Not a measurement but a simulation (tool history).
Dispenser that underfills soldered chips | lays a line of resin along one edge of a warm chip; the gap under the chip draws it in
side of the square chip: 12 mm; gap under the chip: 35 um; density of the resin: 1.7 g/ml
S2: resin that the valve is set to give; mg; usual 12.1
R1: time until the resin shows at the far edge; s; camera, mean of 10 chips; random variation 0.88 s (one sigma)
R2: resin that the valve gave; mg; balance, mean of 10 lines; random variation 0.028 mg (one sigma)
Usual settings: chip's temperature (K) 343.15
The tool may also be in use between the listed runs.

{"run": 1, "hour": 0.0, "chip's temperature (K)": 343.15, "S2": 12.1, "R1": 104.9, "R2": 11.85}
{"hour": 6.4, "done": "new syringe of resin"}
{"run": 2, "hour": 11.1, "chip's temperature (K)": 343.15, "S2": 12.1, "R1": 98.9, "R2": 11.8}
{"hour": 18.6, "done": "new syringe of resin"}
{"run": 3, "hour": 25.5, "chip's temperature (K)": 343.15, "S2": 12.1, "R1": 108.1, "R2": 11.77}
{"hour": 31.5, "done": "new syringe of resin"}
{"hour": 33.9, "done": "dispensing valve cleaned and set on the balance"}
{"run": 4, "hour": 38.9, "chip's temperature (K)": 343.15, "S2": 12.1, "R1": 107.7, "R2": 12.06}
{"hour": 46.1, "done": "new syringe of resin"}
{"run": 5, "hour": 52.6, "chip's temperature (K)": 343.15, "S2": 13.4, "R1": 106.3, "R2": 13.32}
{"hour": 59.0, "done": "new syringe of resin"}
{"run": 6, "hour": 61.5, "chip's temperature (K)": 343.15, "S2": 13.4, "R1": 85.7, "R2": 13.33}
{"hour": 71.9, "done": "new syringe of resin"}
{"run": 7, "hour": 75.6, "chip's temperature (K)": 343.15, "S2": 13.4, "R1": 91.2, "R2": 13.24}
{"hour": 84.2, "done": "new syringe of resin"}
{"run": 8, "hour": 90.5, "chip's temperature (K)": 343.15, "S2": 13.4, "R1": 101.4, "R2": 13.24}
{"hour": 96.7, "done": "new syringe of resin"}
{"run": 9, "hour": 105.6, "chip's temperature (K)": 343.15, "S2": 12.1, "R1": 119.2, "R2": 11.88}
{"hour": 109.1, "done": "new syringe of resin"}
{"run": 10, "hour": 116.6, "chip's temperature (K)": 343.15, "S2": 12.1, "R1": 113.8, "R2": 11.84}
{"hour": 121.5, "done": "new syringe of resin"}
{"run": 11, "hour": 127.3, "chip's temperature (K)": 343.15, "S2": 12.1, "R1": 105.5, "R2": 11.78}
{"hour": 133.9, "done": "new syringe of resin"}
{"run": 12, "hour": 140.1, "chip's temperature (K)": 343.15, "S2": 12.1, "R1": 101.1, "R2": 11.77}
{"hour": 146.5, "done": "new syringe of resin"}
{"run": 13, "hour": 151.6, "chip's temperature (K)": 343.15, "S2": 12.1, "R1": 98.7, "R2": 11.73}
{"hour": 158.9, "done": "new syringe of resin"}
{"hour": 162.0, "done": "dispensing valve cleaned and set on the balance"}
{"run": 14, "hour": 163.7, "chip's temperature (K)": 343.15, "S2": 10.8, "R1": 93.9, "R2": 10.76}
{"hour": 172.2, "done": "new syringe of resin"}
{"run": 15, "hour": 179.2, "chip's temperature (K)": 343.15, "S2": 10.9, "R1": 107.3, "R2": 10.9}
{"hour": 184.6, "done": "new syringe of resin"}
{"run": 16, "hour": 192.5, "chip's temperature (K)": 343.15, "S2": 10.9, "R1": 115.8, "R2": 10.8}
{"hour": 197.0, "done": "new syringe of resin"}
{"run": 17, "hour": 199.9, "chip's temperature (K)": 343.15, "S2": 10.5, "R1": 90.6, "R2": 10.45}
{"hour": 209.9, "done": "new syringe of resin"}
{"run": 18, "hour": 215.1, "chip's temperature (K)": 343.15, "S2": 14.3, "R1": 97.2, "R2": 14.14}
{"hour": 222.3, "done": "new syringe of resin"}
{"run": 19, "hour": 223.2, "chip's temperature (K)": 356.15, "S2": 11.1, "R1": 43.7, "R2": 10.94}
{"hour": 234.8, "done": "new syringe of resin"}
{"run": 20, "hour": 237.1, "chip's temperature (K)": 347.15, "S2": 11.1, "R1": 72.1, "R2": 10.88}
{"hour": 247.6, "done": "new syringe of resin"}
{"run": 21, "hour": 252.4, "chip's temperature (K)": 335.15, "S2": 11.6, "R1": 150.7, "R2": 11.36}
{"hour": 260.9, "done": "new syringe of resin"}
{"run": 22, "hour": 267.1, "chip's temperature (K)": 355.15, "S2": 11.7, "R1": 57.8, "R2": 11.4}
{"hour": 273.8, "done": "new syringe of resin"}
{"run": 23, "hour": 279.7, "chip's temperature (K)": 355.15, "S2": 11.7, "R1": 56.5, "R2": 11.38}
{"hour": 286.8, "done": "new syringe of resin"}
{"hour": 290.0, "done": "dispensing valve cleaned and set on the balance"}
{"run": 24, "hour": 292.5, "chip's temperature (K)": 330.15, "S2": 13.5, "R1": 181.2, "R2": 13.43}
{"hour": 300.4, "done": "new syringe of resin"}
{"run": 25, "hour": 303.0, "chip's temperature (K)": 330.15, "S2": 12.1, "R1": 167.5, "R2": 12.06}
{"hour": 312.9, "done": "new syringe of resin"}
{"run": 26, "hour": 312.9, "chip's temperature (K)": 333.15, "S2": 12.1, "R1": 127.8, "R2": 12.0}
{"hour": 325.9, "done": "new syringe of resin"}
{"run": 27, "hour": 326.4, "chip's temperature (K)": 333.15, "S2": 12.1, "R1": 130.4, "R2": 11.94}
{"hour": 338.2, "done": "new syringe of resin"}
{"run": 28, "hour": 341.7, "chip's temperature (K)": 332.15, "S2": 12.5, "R1": 157.8, "R2": 12.31}
{"hour": 350.6, "done": "new syringe of resin"}
{"run": 29, "hour": 354.8, "chip's temperature (K)": 336.15, "S2": 11.1, "R1": 131.8, "R2": 10.87}

Run 30 comes next. What will it give?
{"hour": 363.0, "done": "new syringe of resin"}
{"run": 30, "hour": 363.5, "chip's temperature (K)": 335.15, "S2": 12.7, "R1": "?", "R2": "?"}

Run 30 gave R1 114.6 s, R2 12.51 mg.
Without the tool's hidden state the same run would have given R1 123.9 s, R2 12.76 mg.
